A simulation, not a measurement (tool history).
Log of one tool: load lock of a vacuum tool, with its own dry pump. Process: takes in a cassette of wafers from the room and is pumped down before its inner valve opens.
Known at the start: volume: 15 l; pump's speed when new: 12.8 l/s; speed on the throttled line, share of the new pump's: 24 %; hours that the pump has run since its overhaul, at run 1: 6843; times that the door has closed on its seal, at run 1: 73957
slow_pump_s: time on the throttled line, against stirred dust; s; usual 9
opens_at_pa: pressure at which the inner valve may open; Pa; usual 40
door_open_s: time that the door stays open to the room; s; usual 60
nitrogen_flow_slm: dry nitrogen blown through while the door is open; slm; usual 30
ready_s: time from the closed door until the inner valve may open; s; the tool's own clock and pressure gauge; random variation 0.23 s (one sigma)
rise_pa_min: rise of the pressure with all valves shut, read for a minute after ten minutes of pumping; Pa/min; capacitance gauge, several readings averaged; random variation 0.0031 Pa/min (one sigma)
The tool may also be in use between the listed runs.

| run | hour | slow_pump_s | opens_at_pa | door_open_s | nitrogen_flow_slm | hours that the pump has run since its overhaul | times that the door has closed on its seal | incoming humidity of the room's air, % | ready_s | rise_pa_min |
|---|---|---|---|---|---|---|---|---|---|---|
| 1 | 0.0 | 9 | 40 | 60 | 30 | 6843 | 73957 | 47.0 | 17.0 | 0.660 |
| 2 | 245.9 | 9 | 40 | 60 | 7 | 7089 | 75060 | 45.3 | 16.9 | 0.695 |
| 3 | 664.9 | 9 | 40 | 60 | 7 | 7508 | 76939 | 42.7 | 16.5 | 0.737 |
| 4 | 935.6 | 9 | 40 | 60 | 30 | 7779 | 78152 | 45.4 | 17.4 | 0.735 |
| 5 | 1152.1 | 9 | 40 | 60 | 34 | 7995 | 79123 | 45.7 | 16.9 | 0.730 |
|  | 1196.2 | door's seal changed, seat wiped |
| 6 | 1581.1 | 4 | 40 | 60 | 30 | 8423 | 1726 | 42.5 | 13.5 | 0.064 |
| 7 | 2008.7 | 4 | 40 | 60 | 30 | 8850 | 3643 | 46.3 | 13.8 | 0.074 |
| 8 | 2258.6 | 4 | 40 | 60 | 30 | 9100 | 4764 | 42.1 | 13.6 | 0.075 |
| 9 | 2671.7 | 4 | 40 | 60 | 30 | 9513 | 6617 | 40.6 | 13.8 | 0.079 |
|  | 2795.2 | dry pump taken out, an overhauled one fitted |
| 10 | 3095.7 | 4 | 40 | 60 | 30 | 301 | 8491 | 47.3 | 12.2 | 0.092 |
| 11 | 3480.2 | 9 | 40 | 202 | 30 | 685 | 10215 | 48.0 | 15.8 | 0.149 |
| 12 | 3812.7 | 9 | 40 | 202 | 30 | 1018 | 11706 | 45.3 | 15.8 | 0.147 |
| 13 | 4021.6 | 9 | 40 | 68 | 30 | 1226 | 12643 | 47.9 | 16.6 | 0.119 |
| 14 | 4423.3 | 9 | 40 | 68 | 30 | 1628 | 14444 | 45.0 | 16.3 | 0.122 |
| 15 | 4644.5 | 9 | 40 | 68 | 30 | 1849 | 15436 | 42.4 | 16.4 | 0.116 |
| 16 | 4895.3 | 9 | 40 | 68 | 30 | 2100 | 16561 | 42.6 | 16.5 | 0.127 |
| 17 | 5205.1 | 9 | 40 | 60 | 26 | 2410 | 17950 | 43.9 | 16.3 | 0.135 |
| 18 | 5577.5 | 9 | 40 | 60 | 26 | 2782 | 19620 | 44.4 | 16.2 | 0.138 |
| 19 | 5797.0 | 9 | 40 | 60 | 26 | 3002 | 20604 | 39.9 | 16.5 | 0.146 |
| 20 | 6240.3 | 9 | 40 | 60 | 26 | 3445 | 22592 | 47.6 | 16.8 | 0.166 |
| 21 | 6665.1 | 8 | 40 | 107 | 5 | 3870 | 24497 | 42.9 | 15.7 | 0.236 |
| 22 | 6878.4 | 8 | 40 | 107 | 5 | 4083 | 25453 | 45.7 | 15.8 | 0.243 |
| 23 | 7237.8 | 8 | 40 | 107 | 5 | 4443 | 27065 | 46.2 | 15.6 | 0.250 |
| 24 | 7508.3 | 6 | 29 | 111 | 20 | 4713 | 28278 | 44.1 | 15.1 | 0.230 |
| 25 | 7695.7 | 6 | 29 | 111 | 20 | 4901 | 29118 | 43.3 | 14.4 | 0.228 |
| 26 | 8044.7 | 6 | 29 | 111 | 20 | 5249 | 30683 | 44.5 | 14.6 | 0.243 |
| 27 | 8349.4 | 6 | 29 | 111 | 20 | 5554 | 32049 | 42.0 | 14.8 | 0.259 |
| 28 | 8754.6 | 10 | 29 | 109 | 23 | 5959 | 33866 | 47.7 | 17.7 | 0.269 |
| 29 | 9087.2 | 8 | 42 | 60 | 30 | 6292 | 35358 | 47.2 | 15.9 | 0.250 |
| 30 | 9447.6 | 8 | 42 | 60 | 30 | 6652 | 36974 | 48.7 | 16.4 | 0.264 |

Run 31 comes next. What will it give?
| 31 | 9681.8 | 9 | 47 | 76 | 30 | 6887 | 38024 | 43.9 | ? | ? |

{"run 31": {"ready_s": 17.1, "rise_pa_min": 0.273}}
Without the tool's hidden state the same run would have given ready_s 16.3 s, rise_pa_min 0.067 Pa/min.
